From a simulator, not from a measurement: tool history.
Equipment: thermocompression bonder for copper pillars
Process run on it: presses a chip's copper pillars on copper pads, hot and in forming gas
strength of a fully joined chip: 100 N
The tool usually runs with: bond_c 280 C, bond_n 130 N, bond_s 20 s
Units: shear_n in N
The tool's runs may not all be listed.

run 1 hour=0 | bond_c=280 bond_n=130 bond_s=20 | shear_n=68.3
run 2 hour=20.1 | bond_c=280 bond_n=130 bond_s=44 | shear_n=80.9
run 3 hour=59.7 | bond_c=280 bond_n=130 bond_s=44 | shear_n=81.2
-- hour=96.8 forming gas filter changed
run 4 hour=97.1 | bond_c=280 bond_n=130 bond_s=44 | shear_n=82.8
run 5 hour=122.8 | bond_c=280 bond_n=130 bond_s=44 | shear_n=82.8
run 6 hour=166.9 | bond_c=280 bond_n=130 bond_s=44 | shear_n=82.3
run 7 hour=211.2 | bond_c=280 bond_n=130 bond_s=20 | shear_n=69
run 8 hour=250.1 | bond_c=280 bond_n=130 bond_s=20 | shear_n=69.1
run 9 hour=290.7 | bond_c=287 bond_n=130 bond_s=20 | shear_n=72.3
run 10 hour=313.1 | bond_c=280 bond_n=130 bond_s=20 | shear_n=68.5
run 11 hour=338.3 | bond_c=280 bond_n=130 bond_s=20 | shear_n=68.9
run 12 hour=369 | bond_c=280 bond_n=101 bond_s=20 | shear_n=63.1
-- hour=388.5 forming gas filter changed
run 13 hour=394.4 | bond_c=280 bond_n=130 bond_s=29 | shear_n=77.4
run 14 hour=419.1 | bond_c=280 bond_n=130 bond_s=29 | shear_n=76.3
run 15 hour=443 | bond_c=280 bond_n=130 bond_s=20 | shear_n=70.2
run 16 hour=489.4 | bond_c=280 bond_n=130 bond_s=20 | shear_n=69.9
run 17 hour=534.7 | bond_c=306 bond_n=130 bond_s=20 | shear_n=81.9
-- hour=566 heater calibrated with a thermocouple chip
run 18 hour=578.6 | bond_c=299 bond_n=130 bond_s=20 | shear_n=74.6
run 19 hour=603.6 | bond_c=280 bond_n=130 bond_s=20 | shear_n=64.4
-- hour=612.6 force cell calibrated
run 20 hour=646.5 | bond_c=280 bond_n=130 bond_s=20 | shear_n=64.1
run 21 hour=669.8 | bond_c=280 bond_n=130 bond_s=20 | shear_n=64.5
-- hour=685.3 forming gas filter changed
run 22 hour=709.5 | bond_c=287 bond_n=107 bond_s=25 | shear_n=68.8
run 23 hour=735.1 | bond_c=283 bond_n=130 bond_s=20 | shear_n=67.1
run 24 hour=776.5 | bond_c=267 bond_n=113 bond_s=20 | shear_n=55
run 25 hour=806.1 | bond_c=267 bond_n=113 bond_s=20 | shear_n=55.6
run 26 hour=849.4 | bond_c=261 bond_n=113 bond_s=20 | shear_n=51.9
run 27 hour=888.5 | bond_c=261 bond_n=113 bond_s=20 | shear_n=51.9
run 28 hour=927.3 | bond_c=289 bond_n=113 bond_s=10 | shear_n=53.8
run 29 hour=955.7 | bond_c=289 bond_n=113 bond_s=10 | shear_n=53.9
-- hour=978.1 forming gas filter changed
run 30 hour=991.3 | bond_c=296 bond_n=189 bond_s=10 | shear_n=70.9
run 31 hour=1038.4 | bond_c=267 bond_n=86 bond_s=58 | shear_n=69.5
run 32 hour=1059.6 | bond_c=283 bond_n=95 bond_s=13 | shear_n=53
run 33 hour=1095.2 | bond_c=285 bond_n=88 bond_s=27 | shear_n=65.3
run 34 hour=1137.6 | bond_c=280 bond_n=162 bond_s=11 | shear_n=60.3
run 35 hour=1167.1 | bond_c=276 bond_n=162 bond_s=29 | shear_n=75.5
run 36 hour=1193.2 | bond_c=276 bond_n=162 bond_s=29 | shear_n=75
run 37 hour=1217.1 | bond_c=303 bond_n=108 bond_s=20 | shear_n=73
run 38 hour=1243.7 | bond_c=286 bond_n=104 bond_s=20 | shear_n=63.6
-- hour=1273.5 forming gas filter changed
run 39 hour=1284.7 | bond_c=261 bond_n=82 bond_s=24 | shear_n=49.6
run 40 hour=1308.2 | bond_c=304 bond_n=129 bond_s=33 | shear_n=85.4

Some steps in shear_n between neighbouring runs. How much of each would the tool show without its hidden state too (settings, what came in, random variation), and how much is left for the hidden state, with any gauge scatter that isn't in both results?
The hidden state here: true temperature of the bond over the reading, C; force that reaches the chip, % of what is set; oxide that the forming gas leaves, % of the face; drift of the gauge itself on shear_n, %.
Run 3 -> 4: forming gas filter changed. shear_n +1.6 N: hidden state +2.2, all else -0.6.
Run 17 -> 18: bond_c 306 -> 299, heater calibrated with a thermocouple chip. shear_n -7.3 N: hidden state -4, all else -3.3.
Run 21 -> 22: bond_c 280 -> 287, bond_n 130 -> 107, bond_s 20 -> 25, forming gas filter changed. shear_n +4.3 N: hidden state +1.6, all else +2.7.
Run 29 -> 30: bond_c 289 -> 296, bond_n 113 -> 189, forming gas filter changed. shear_n +17 N: hidden state +1.2, all else +15.8.
Run 31 -> 32: bond_c 267 -> 283, bond_n 86 -> 95, bond_s 58 -> 13. shear_n -16.5 N: hidden state +0, all else -16.5.
Run 39 -> 40: bond_c 261 -> 304, bond_n 82 -> 129, bond_s 24 -> 33. shear_n +35.8 N: hidden state -0.7, all else +36.5.
